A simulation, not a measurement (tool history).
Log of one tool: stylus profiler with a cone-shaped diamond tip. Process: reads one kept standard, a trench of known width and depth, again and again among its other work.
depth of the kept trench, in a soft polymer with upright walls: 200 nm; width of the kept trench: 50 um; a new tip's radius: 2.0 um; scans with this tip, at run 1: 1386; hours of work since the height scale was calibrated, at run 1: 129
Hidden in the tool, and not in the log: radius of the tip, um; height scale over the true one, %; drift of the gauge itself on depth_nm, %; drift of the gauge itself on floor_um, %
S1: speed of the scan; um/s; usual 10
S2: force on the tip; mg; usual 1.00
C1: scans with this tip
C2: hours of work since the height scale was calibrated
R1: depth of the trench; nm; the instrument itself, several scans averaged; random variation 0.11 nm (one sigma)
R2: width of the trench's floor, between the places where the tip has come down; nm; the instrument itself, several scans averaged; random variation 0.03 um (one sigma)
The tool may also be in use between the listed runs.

{"run": 1, "hour": 0.0, "S1": 10, "S2": 1.0, "C1": 1386, "C2": 129, "R1": 201.19, "R2": 48120}
{"run": 2, "hour": 34.9, "S1": 10, "S2": 2.41, "C1": 1598, "C2": 148, "R1": 202.13, "R2": 48210}
{"run": 3, "hour": 79.7, "S1": 10, "S2": 2.41, "C1": 1869, "C2": 173, "R1": 202.37, "R2": 48050}
{"run": 4, "hour": 104.6, "S1": 14, "S2": 1.0, "C1": 2020, "C2": 187, "R1": 201.18, "R2": 48070}
{"run": 5, "hour": 154.6, "S1": 5, "S2": 1.0, "C1": 2323, "C2": 215, "R1": 200.92, "R2": 48150}
{"run": 6, "hour": 186.7, "S1": 5, "S2": 1.0, "C1": 2518, "C2": 233, "R1": 201.12, "R2": 48160}
{"run": 7, "hour": 235.3, "S1": 5, "S2": 1.0, "C1": 2812, "C2": 261, "R1": 201.19, "R2": 48170}
{"run": 8, "hour": 276.7, "S1": 10, "S2": 0.8, "C1": 3063, "C2": 284, "R1": 200.9, "R2": 48080}
{"run": 9, "hour": 304.7, "S1": 10, "S2": 1.0, "C1": 3233, "C2": 300, "R1": 201.06, "R2": 48100}
{"run": 10, "hour": 353.7, "S1": 10, "S2": 1.71, "C1": 3530, "C2": 327, "R1": 201.71, "R2": 48090}
{"run": 11, "hour": 384.7, "S1": 10, "S2": 0.38, "C1": 3717, "C2": 345, "R1": 200.44, "R2": 48040}
{"run": 12, "hour": 431.9, "S1": 10, "S2": 0.38, "C1": 4003, "C2": 371, "R1": 200.61, "R2": 47990}
{"run": 13, "hour": 452.8, "S1": 10, "S2": 1.0, "C1": 4130, "C2": 383, "R1": 200.87, "R2": 48010}
{"run": 14, "hour": 496.4, "S1": 10, "S2": 1.0, "C1": 4394, "C2": 407, "R1": 200.83, "R2": 48050}
{"run": 15, "hour": 543.6, "S1": 10, "S2": 1.0, "C1": 4680, "C2": 434, "R1": 200.82, "R2": 48010}
{"run": 16, "hour": 581.5, "S1": 10, "S2": 0.63, "C1": 4910, "C2": 455, "R1": 200.66, "R2": 48020}
{"run": 17, "hour": 617.5, "S1": 10, "S2": 1.0, "C1": 5128, "C2": 475, "R1": 200.91, "R2": 47950}
{"run": 18, "hour": 648.1, "S1": 10, "S2": 1.0, "C1": 5314, "C2": 493, "R1": 200.8, "R2": 48020}
{"run": 19, "hour": 685.0, "S1": 10, "S2": 1.0, "C1": 5537, "C2": 513, "R1": 200.79, "R2": 48010}
{"run": 20, "hour": 733.0, "S1": 10, "S2": 1.0, "C1": 5828, "C2": 540, "R1": 200.94, "R2": 48060}
{"run": 21, "hour": 758.5, "S1": 10, "S2": 1.0, "C1": 5983, "C2": 555, "R1": 200.62, "R2": 48010}
{"run": 22, "hour": 787.2, "S1": 10, "S2": 1.0, "C1": 6157, "C2": 571, "R1": 200.85, "R2": 47990}
{"run": 23, "hour": 815.8, "S1": 37, "S2": 1.0, "C1": 6330, "C2": 587, "R1": 200.9, "R2": 47780}
{"run": 24, "hour": 849.4, "S1": 37, "S2": 1.0, "C1": 6534, "C2": 606, "R1": 200.89, "R2": 47810}
{"run": 25, "hour": 887.9, "S1": 10, "S2": 1.68, "C1": 6767, "C2": 627, "R1": 201.33, "R2": 47960}
{"run": 26, "hour": 909.0, "S1": 9, "S2": 0.41, "C1": 6895, "C2": 639, "R1": 200.09, "R2": 47880}
{"run": 27, "hour": 938.8, "S1": 10, "S2": 0.44, "C1": 7075, "C2": 656, "R1": 200.19, "R2": 47900}
{"run": 28, "hour": 964.6, "S1": 10, "S2": 0.56, "C1": 7232, "C2": 670, "R1": 200.35, "R2": 47920}
{"run": 29, "hour": 1007.9, "S1": 11, "S2": 0.51, "C1": 7494, "C2": 695, "R1": 200.32, "R2": 47910}
{"run": 30, "hour": 1058.8, "S1": 14, "S2": 1.37, "C1": 7802, "C2": 723, "R1": 200.93, "R2": 47960}
{"run": 31, "hour": 1104.5, "S1": 16, "S2": 2.36, "C1": 8080, "C2": 749, "R1": 201.66, "R2": 47850}
{"run": 32, "hour": 1154.5, "S1": 16, "S2": 2.25, "C1": 8382, "C2": 777, "R1": 201.62, "R2": 47920}
{"run": 33, "hour": 1180.0, "S1": 16, "S2": 2.25, "C1": 8537, "C2": 791, "R1": 201.32, "R2": 47880}
{"run": 34, "hour": 1214.8, "S1": 16, "S2": 2.25, "C1": 8748, "C2": 811, "R1": 201.42, "R2": 47820}
{"run": 35, "hour": 1248.1, "S1": 13, "S2": 1.64, "C1": 8949, "C2": 830, "R1": 201.11, "R2": 47870}
{"run": 36, "hour": 1291.5, "S1": 5, "S2": 1.38, "C1": 9213, "C2": 854, "R1": 201.04, "R2": 47920}
{"run": 37, "hour": 1339.8, "S1": 5, "S2": 1.38, "C1": 9505, "C2": 881, "R1": 200.92, "R2": 47880}
{"run": 38, "hour": 1369.3, "S1": 2, "S2": 1.2, "C1": 9684, "C2": 898, "R1": 200.53, "R2": 47900}
{"run": 39, "hour": 1393.9, "S1": 2, "S2": 1.2, "C1": 9833, "C2": 912, "R1": 200.59, "R2": 47880}
{"run": 40, "hour": 1445.0, "S1": 5, "S2": 0.77, "C1": 10143, "C2": 940, "R1": 200.31, "R2": 47910}
{"run": 41, "hour": 1495.3, "S1": 10, "S2": 0.9, "C1": 10448, "C2": 969, "R1": 200.31, "R2": 47820}
{"run": 42, "hour": 1517.5, "S1": 5, "S2": 2.9, "C1": 10582, "C2": 981, "R1": 201.76, "R2": 47880}
{"run": 43, "hour": 1559.9, "S1": 5, "S2": 2.9, "C1": 10839, "C2": 1005, "R1": 201.8, "R2": 47950}
{"run": 44, "hour": 1599.8, "S1": 5, "S2": 2.9, "C1": 11081, "C2": 1027, "R1": 201.83, "R2": 47800}
{"run": 45, "hour": 1629.2, "S1": 5, "S2": 1.18, "C1": 11259, "C2": 1044, "R1": 200.5, "R2": 47810}
{"run": 46, "hour": 1663.9, "S1": 31, "S2": 1.18, "C1": 11469, "C2": 1063, "R1": 200.58, "R2": 47650}

Hidden state or all else? Some run-to-run changes of R1, split into what the settings, what came in and random variation would give without the hidden state, and what is left for the hidden state (with any gauge scatter that isn't in both results):
Run 7 -> 8: S1 5 -> 10, S2 1.00 -> 0.80. R1 -0.29 nm: hidden state -0.03, all else -0.26.
Run 9 -> 10: S2 1.00 -> 1.71. R1 +0.65 nm: hidden state -0.03, all else +0.68.
Run 10 -> 11: S2 1.71 -> 0.38. R1 -1.27 nm: hidden state -0.01, all else -1.26.
Run 11 -> 12: no setting changed, nothing entered. R1 +0.17 nm: hidden state -0.03, all else +0.20.
Run 41 -> 42: S1 10 -> 5, S2 0.90 -> 2.90. R1 +1.45 nm: hidden state -0.02, all else +1.47.
Run 44 -> 45: S2 2.90 -> 1.18. R1 -1.33 nm: hidden state -0.01, all else -1.32.

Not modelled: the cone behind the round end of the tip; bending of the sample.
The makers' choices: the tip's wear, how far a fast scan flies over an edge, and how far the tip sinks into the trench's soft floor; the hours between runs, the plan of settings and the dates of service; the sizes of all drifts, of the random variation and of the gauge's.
